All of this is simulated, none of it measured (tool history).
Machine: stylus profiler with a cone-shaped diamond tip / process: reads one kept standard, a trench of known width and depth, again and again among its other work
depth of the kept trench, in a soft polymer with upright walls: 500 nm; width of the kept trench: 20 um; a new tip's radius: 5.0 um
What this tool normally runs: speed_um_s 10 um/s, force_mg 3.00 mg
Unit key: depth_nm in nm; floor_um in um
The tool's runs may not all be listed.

| run | day | speed_um_s | force_mg | depth_nm | floor_um |
|---|---|---|---|---|---|
| 1 | 0.000 | 10 | 3.00 | 505.57 | 14.33 |
| 2 | 1.196 | 10 | 3.00 | 505.42 | 14.35 |
| 3 | 1.946 | 10 | 3.00 | 505.30 | 14.32 |
| 4 | 2.683 | 10 | 3.00 | 505.50 | 14.27 |
| 5 | 3.583 | 10 | 3.00 | 505.00 | 14.26 |
| 6 | 4.612 | 10 | 3.00 | 505.38 | 14.27 |
|  | 4.788 | height scale calibrated on a step standard |
| 7 | 5.779 | 10 | 5.06 | 507.73 | 14.17 |
| 8 | 6.767 | 8 | 2.97 | 505.74 | 14.15 |
| 9 | 7.692 | 5 | 1.48 | 504.31 | 14.22 |
| 10 | 9.033 | 5 | 1.48 | 504.22 | 14.03 |
|  | 9.404 | height scale calibrated on a step standard, once more |
| 11 | 10.279 | 4 | 3.00 | 504.87 | 14.02 |
| 12 | 11.533 | 4 | 1.19 | 502.37 | 13.98 |
| 13 | 12.754 | 4 | 1.19 | 502.34 | 13.95 |

Each row is a separate what-if for the run after 13, all from the same tool condition, not one after another. Results?
| A | 13.917 | 5 | 4.83 | ? | ? |
| B | 13.917 | 15 | 1.92 | ? | ? |
| C | 13.917 | 32 | 1.82 | ? | ? |
| D | 13.917 | 12 | 1.01 | ? | ? |
| E | 13.917 | 4 | 5.84 | ? | ? |

| run | depth_nm | floor_um |
|---|---|---|
| A | 506.40 | 13.92 |
| B | 503.39 | 13.92 |
| C | 503.48 | 13.84 |
| D | 502.33 | 13.86 |
| E | 507.14 | 13.98 |
Without the tool's hidden state the same runs would have given:
| run | depth_nm | floor_um |
|---|---|---|
| A | 506.21 | 15.62 |
| B | 503.19 | 15.62 |
| C | 503.29 | 15.54 |
| D | 502.13 | 15.56 |
| E | 506.94 | 15.68 |
